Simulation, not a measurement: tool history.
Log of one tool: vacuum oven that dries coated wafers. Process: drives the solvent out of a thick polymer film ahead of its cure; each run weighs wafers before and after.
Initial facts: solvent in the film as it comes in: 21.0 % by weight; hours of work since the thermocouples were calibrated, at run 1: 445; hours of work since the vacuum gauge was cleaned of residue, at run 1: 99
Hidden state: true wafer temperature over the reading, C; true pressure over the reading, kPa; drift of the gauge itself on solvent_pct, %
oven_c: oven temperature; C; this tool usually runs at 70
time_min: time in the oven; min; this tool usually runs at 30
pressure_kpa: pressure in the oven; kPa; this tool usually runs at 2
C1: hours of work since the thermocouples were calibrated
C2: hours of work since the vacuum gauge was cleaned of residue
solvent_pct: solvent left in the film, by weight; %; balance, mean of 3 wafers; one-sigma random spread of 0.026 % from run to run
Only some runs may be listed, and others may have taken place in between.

run 1 hour=0 | oven_c=70 time_min=30 pressure_kpa=2 | C1=445 C2=99 | solvent_pct=2.12
run 2 hour=21.6 | oven_c=70 time_min=30 pressure_kpa=2 | C1=455 C2=109 | solvent_pct=2.13
run 3 hour=43.8 | oven_c=70 time_min=30 pressure_kpa=5.12 | C1=464 C2=118 | solvent_pct=2.65
run 4 hour=61.9 | oven_c=70 time_min=30 pressure_kpa=5.12 | C1=472 C2=126 | solvent_pct=2.6
run 5 hour=74.5 | oven_c=70 time_min=30 pressure_kpa=2 | C1=477 C2=131 | solvent_pct=2.05
run 6 hour=96.2 | oven_c=70 time_min=30 pressure_kpa=2 | C1=486 C2=140 | solvent_pct=2.08
run 7 hour=112.4 | oven_c=77 time_min=30 pressure_kpa=2 | C1=493 C2=147 | solvent_pct=0.86
run 8 hour=133.5 | oven_c=77 time_min=30 pressure_kpa=2 | C1=502 C2=156 | solvent_pct=0.79
run 9 hour=159.1 | oven_c=77 time_min=30 pressure_kpa=2 | C1=513 C2=167 | solvent_pct=0.8
run 10 hour=178.9 | oven_c=66 time_min=50 pressure_kpa=2.42 | C1=522 C2=176 | solvent_pct=1.44
run 11 hour=206.4 | oven_c=63 time_min=51 pressure_kpa=2.79 | C1=533 C2=187 | solvent_pct=2.14
run 12 hour=231.1 | oven_c=70 time_min=30 pressure_kpa=3.22 | C1=544 C2=198 | solvent_pct=2.35
run 13 hour=252 | oven_c=65 time_min=20 pressure_kpa=1.15 | C1=553 C2=207 | solvent_pct=5.81
run 14 hour=279.6 | oven_c=70 time_min=26 pressure_kpa=2.72 | C1=564 C2=219 | solvent_pct=2.87
run 15 hour=303.1 | oven_c=70 time_min=18 pressure_kpa=3.78 | C1=574 C2=229 | solvent_pct=5.04

Each row is a separate what-if for the run after 15, all from the same tool condition, not one after another. Results?
run A hour=315.7 | oven_c=70 time_min=18 pressure_kpa=2.58 | C1=580 C2=234 | solvent_pct=?
run B hour=315.7 | oven_c=70 time_min=34 pressure_kpa=3.78 | C1=580 C2=234 | solvent_pct=?
run C hour=315.7 | oven_c=63 time_min=30 pressure_kpa=6.06 | C1=580 C2=234 | solvent_pct=?
run D hour=315.7 | oven_c=63 time_min=18 pressure_kpa=2.47 | C1=580 C2=234 | solvent_pct=?

run=A solvent_pct=4.83
run=B solvent_pct=2.01
run=C solvent_pct=5.27
run=D solvent_pct=7.47
Without the tool's hidden state the same runs would have given:
run=A solvent_pct=4.51
run=B solvent_pct=1.81
run=C solvent_pct=4.93
run=D solvent_pct=7.12
